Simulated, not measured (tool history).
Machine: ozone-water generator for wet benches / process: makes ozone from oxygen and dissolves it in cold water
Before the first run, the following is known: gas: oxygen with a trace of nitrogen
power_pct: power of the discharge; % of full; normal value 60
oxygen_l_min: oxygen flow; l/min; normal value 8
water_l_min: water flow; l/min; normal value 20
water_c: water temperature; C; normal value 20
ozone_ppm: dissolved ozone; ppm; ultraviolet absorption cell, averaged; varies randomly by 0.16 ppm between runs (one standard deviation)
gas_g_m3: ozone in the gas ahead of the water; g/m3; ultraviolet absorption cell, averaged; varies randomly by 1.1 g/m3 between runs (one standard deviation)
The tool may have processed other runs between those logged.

run,hour,power_pct,oxygen_l_min,water_l_min,water_c,ozone_ppm,gas_g_m3
1,0,60,8,20,20,20.9,182.4
2,161.5,60,12.4,20,20,18.8,138.1
3,282.5,60,12.4,20,20,18.7,138
4,443,60,8,20,20,20.5,184.8
5,611.5,60,8,20,20,20.8,181.3
6,767.4,60,8,20,20,20.6,181.5
7,933.3,60,8,20,20,20.6,182.4
8,1070.8,60,8,20,20,20.6,179.8
9,1177.7,60,8,20,15,22.6,181.7
10,1308.5,60,8,20,20,20.5,181.6
# hour 1321.6: water thermometer calibrated
11,1442.6,60,8,20,20,20.3,179.8
12,1543.7,60,8,28,20,16.3,180.8
13,1669.7,60,8,20,20,20.3,182
14,1759.1,60,8,20,20,20.4,176.8
15,1857.1,60,8,20,20,20.4,178.8
16,1929.3,60,8,20,20,20.3,180.3
# hour 2049.8: water thermometer calibrated, once more
17,2105.5,60,8.39,21,20,19.5,173.8
18,2217.6,42,10.2,21,21,14.1,116.4
19,2362.9,42,10.2,21,21,13.7,116.1
20,2490.4,55,10.2,13,21,21.7,143.7
21,2563.7,94,8,20,20,28.5,252.3
22,2651.5,65,11.03,23,17,19.6,156.6
23,2772.6,65,11.03,17,17,23,154.4
24,2864.6,60,8,32,20,14.4,176.8
25,2972.4,60,8.22,15,13,27.3,174.2
26,3126.9,86,8,17,20,28.8,233.8

Below are 4 alternative next runs, each starting from the tool's condition after run 26. Predict each:
A,3209.8,77,11.81,20,24,?,?
B,3209.8,86,8,32,16,?,?
C,3209.8,60,5.26,28,26,?,?
D,3209.8,97,8,17,20,?,?

run,ozone_ppm,gas_g_m3
A,20.1,167
B,20,233.3
C,14.8,231.7
D,31.5,256.1
With the hidden condition removed and each run's random variation left untouched, the same runs would have given:
run,ozone_ppm,gas_g_m3
A,22.2,181.3
B,22.2,254.7
C,16,247.6
D,35.1,281.6
